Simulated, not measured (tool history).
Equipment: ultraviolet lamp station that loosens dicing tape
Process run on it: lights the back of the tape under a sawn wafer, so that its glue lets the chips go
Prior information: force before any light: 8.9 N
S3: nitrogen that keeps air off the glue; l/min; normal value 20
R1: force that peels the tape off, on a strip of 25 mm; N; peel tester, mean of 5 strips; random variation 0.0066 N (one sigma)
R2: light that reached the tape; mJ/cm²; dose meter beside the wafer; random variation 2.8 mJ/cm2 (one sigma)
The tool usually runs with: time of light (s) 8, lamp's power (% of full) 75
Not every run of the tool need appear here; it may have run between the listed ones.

Run 1, hour 0: usual settings. Result: R1 0.338 N, R2 345 mJ/cm².
Run 2, hour 19.2: usual settings. Result: R1 0.324 N, R2 341 mJ/cm².
Run 3, hour 55.8: usual settings. Result: R1 0.334 N, R2 341 mJ/cm².
Run 4, hour 86.8: usual settings. Result: R1 0.349 N, R2 330 mJ/cm².
Run 5, hour 114.2: usual settings. Result: R1 0.362 N, R2 332 mJ/cm².
Run 6, hour 147: usual settings but lamp's power (% of full) 70. Result: R1 0.438 N, R2 300 mJ/cm².
Run 7, hour 176.2: usual settings but lamp's power (% of full) 70. Result: R1 0.439 N, R2 300 mJ/cm².
Run 8, hour 205.3: usual settings. Result: R1 0.386 N, R2 318 mJ/cm².
Run 9, hour 241: usual settings. Result: R1 0.397 N, R2 311 mJ/cm².
Run 10, hour 265.5: usual settings. Result: R1 0.414 N, R2 314 mJ/cm².
Run 11, hour 302.3: usual settings but lamp's power (% of full) 98. Result: R1 0.227 N, R2 400 mJ/cm².
Run 12, hour 337.1: usual settings. Result: R1 0.421 N, R2 300 mJ/cm².
Run 13, hour 371.5: usual settings but lamp's power (% of full) 91. Result: R1 0.272 N, R2 358 mJ/cm².
Run 14, hour 406.4: usual settings but lamp's power (% of full) 91. Result: R1 0.292 N, R2 358 mJ/cm².
Run 15, hour 434.1: usual settings but lamp's power (% of full) 91. Result: R1 0.29 N, R2 353 mJ/cm².
Run 16, hour 450.5: usual settings but lamp's power (% of full) 91, S3 36 l/min. Result: R1 0.24 N, R2 357 mJ/cm².
Run 17, hour 473.2: usual settings but lamp's power (% of full) 91, S3 16 l/min. Result: R1 0.328 N, R2 351 mJ/cm².
Run 18, hour 492.2: usual settings but lamp's power (% of full) 91, S3 16 l/min. Result: R1 0.361 N, R2 348 mJ/cm².
Run 19, hour 507.4: usual settings but lamp's power (% of full) 91, S3 16 l/min. Result: R1 0.356 N, R2 342 mJ/cm².
Run 20, hour 530.9: usual settings but lamp's power (% of full) 91, S3 16 l/min. Result: R1 0.358 N, R2 343 mJ/cm².
Run 21, hour 552.3: usual settings but lamp's power (% of full) 91, S3 16 l/min. Result: R1 0.379 N, R2 337 mJ/cm².
Run 22, hour 580.5: usual settings but lamp's power (% of full) 91, S3 16 l/min. Result: R1 0.392 N, R2 330 mJ/cm².
Run 23, hour 596.7: usual settings but time of light (s) 5, S3 13 l/min. Result: R1 1.66 N, R2 169 mJ/cm².
Run 24, hour 626.9: usual settings but time of light (s) 5, lamp's power (% of full) 94, S3 11 l/min. Result: R1 1.198 N, R2 216 mJ/cm².
Run 25, hour 649.1: usual settings but lamp's power (% of full) 61. Result: R1 0.966 N, R2 222 mJ/cm².
Run 26, hour 664.7: usual settings but lamp's power (% of full) 76. Result: R1 0.596 N, R2 273 mJ/cm².
Run 27, hour 695.8: usual settings but lamp's power (% of full) 76. Result: R1 0.601 N, R2 268 mJ/cm².
At hour 720.1: window cleaned of glue's vapour.
Run 28, hour 728.9: usual settings but time of light (s) 11, lamp's power (% of full) 72, S3 21 l/min. Result: R1 0.247 N, R2 395 mJ/cm².
Run 29, hour 744.4: usual settings but time of light (s) 11, lamp's power (% of full) 97, S3 8 l/min. Result: R1 0.184 N, R2 528 mJ/cm².
Run 30, hour 775.9: usual settings but time of light (s) 11, lamp's power (% of full) 97, S3 8 l/min. Result: R1 0.194 N, R2 516 mJ/cm².
Run 31, hour 804.9: usual settings but time of light (s) 6, S3 21 l/min. Result: R1 0.912 N, R2 214 mJ/cm².
Run 32, hour 839.4: usual settings but time of light (s) 6, lamp's power (% of full) 62, S3 21 l/min. Result: R1 1.406 N, R2 175 mJ/cm².
Run 33, hour 862.4: usual settings but time of light (s) 6, lamp's power (% of full) 62, S3 21 l/min. Result: R1 1.366 N, R2 175 mJ/cm².
Run 34, hour 889.2: usual settings but lamp's power (% of full) 62, S3 21 l/min. Result: R1 0.835 N, R2 226 mJ/cm².
Run 35, hour 925.4: usual settings but lamp's power (% of full) 62, S3 21 l/min. Result: R1 0.842 N, R2 229 mJ/cm².
Run 36, hour 942.7: usual settings but S3 11 l/min. Result: R1 0.759 N, R2 274 mJ/cm².
Run 37, hour 972.3: usual settings but lamp's power (% of full) 61, S3 11 l/min. Result: R1 1.213 N, R2 219 mJ/cm².
Run 38, hour 1004.3: usual settings but lamp's power (% of full) 61, S3 11 l/min. Result: R1 1.178 N, R2 210 mJ/cm².
Run 39, hour 1019.3: usual settings but lamp's power (% of full) 61, S3 11 l/min. Result: R1 1.193 N, R2 213 mJ/cm².
Run 40, hour 1039.7: usual settings but lamp's power (% of full) 62, S3 16 l/min. Result: R1 1.015 N, R2 215 mJ/cm².
Run 41, hour 1056.7: usual settings but lamp's power (% of full) 62, S3 16 l/min. Result: R1 1.05 N, R2 215 mJ/cm².
Run 42, hour 1078.4: usual settings but lamp's power (% of full) 62, S3 16 l/min. Result: R1 1.074 N, R2 213 mJ/cm².

Forecast each of these 4 alternatives for the next run:
Run A, hour 1106.9: usual settings but time of light (s) 7, lamp's power (% of full) 63. Result: R1 ?, R2 ?.
Run B, hour 1106.9: usual settings but lamp's power (% of full) 62, S3 13 l/min. Result: R1 ?, R2 ?.
Run C, hour 1106.9: usual settings but time of light (s) 4, lamp's power (% of full) 67, S3 29 l/min. Result: R1 ?, R2 ?.
Run D, hour 1106.9: usual settings but time of light (s) 6, S3 22 l/min. Result: R1 ?, R2 ?.

run     R1   R2
  A  1.284  188
  B  1.193  207
  C   2.47  115
  D  1.198  184
Take away the tool's hidden state, keep each run's random variation, and the runs would have read:
run     R1   R2
  A  0.456  300
  B  0.416  334
  C  1.178  184
  D  0.413  299
